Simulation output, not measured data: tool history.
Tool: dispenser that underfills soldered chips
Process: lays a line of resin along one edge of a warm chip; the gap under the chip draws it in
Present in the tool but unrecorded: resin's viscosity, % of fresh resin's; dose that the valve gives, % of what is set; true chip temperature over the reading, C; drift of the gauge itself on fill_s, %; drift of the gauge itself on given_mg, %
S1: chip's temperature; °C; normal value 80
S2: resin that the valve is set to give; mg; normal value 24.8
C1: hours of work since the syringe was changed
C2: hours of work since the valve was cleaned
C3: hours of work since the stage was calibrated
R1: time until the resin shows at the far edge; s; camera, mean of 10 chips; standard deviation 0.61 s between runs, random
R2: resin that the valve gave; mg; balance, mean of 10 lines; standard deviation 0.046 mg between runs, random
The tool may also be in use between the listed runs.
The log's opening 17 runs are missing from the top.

run,hour,S1,S2,C1,C2,C3,R1,R2
18,174.6,94,24.8,10,8,252,48.7,24.72
# hour 178.7: new syringe of resin
19,180.7,67,26.5,1,12,256,107.5,26.42
20,187.6,67,26.5,6,17,261,134.1,26.24
21,194.3,67,26.5,11,21,265,161,26.26
# hour 196.3: new syringe of resin
22,203.8,75,21.4,5,28,272,93,21.14
# hour 213.6: new syringe of resin
23,214.8,75,21.4,1,35,279,76.2,21.04
24,225.3,74,27.8,8,43,287,109,27.29
# hour 231: new syringe of resin
25,238.4,94,24.1,5,52,296,39.2,23.53
# hour 242.3: dispensing valve cleaned and set on the balance
26,246.7,66,27,10,3,301,171,27.04
# hour 249.6: new syringe of resin
27,260.6,88,31.2,8,13,311,56.4,31.14
# hour 267.8: new syringe of resin
28,269.2,88,31.2,1,19,317,43.3,31.02
29,275.5,71,25.4,5,23,321,110.7,25.15
# hour 285.2: new syringe of resin
30,288,70,28.2,2,32,330,100.2,27.86
31,297.8,68,22.3,9,39,337,150.2,21.9

Forecast each of these 5 alternatives for the next run:
# hour 302.4: new syringe of resin
A,307.4,84,29.3,4,45,343,?,?
# hour 302.4: new syringe of resin
B,307.4,81,30.8,4,45,343,?,?
# hour 302.4: new syringe of resin
C,307.4,75,24.3,4,45,343,?,?
# hour 302.4: new syringe of resin
D,307.4,68,23.3,4,45,343,?,?
# hour 302.4: new syringe of resin
E,307.4,80,23.5,4,45,343,?,?

run,R1,R2
A,56.4,28.74
B,63.6,30.25
C,84.6,23.84
D,119.1,22.91
E,68.7,23.04
With no hidden state in the tool, these same runs would have given:
run,R1,R2
A,44.2,29.3
B,49.7,30.84
C,65.9,24.31
D,92.6,23.36
E,53.8,23.49
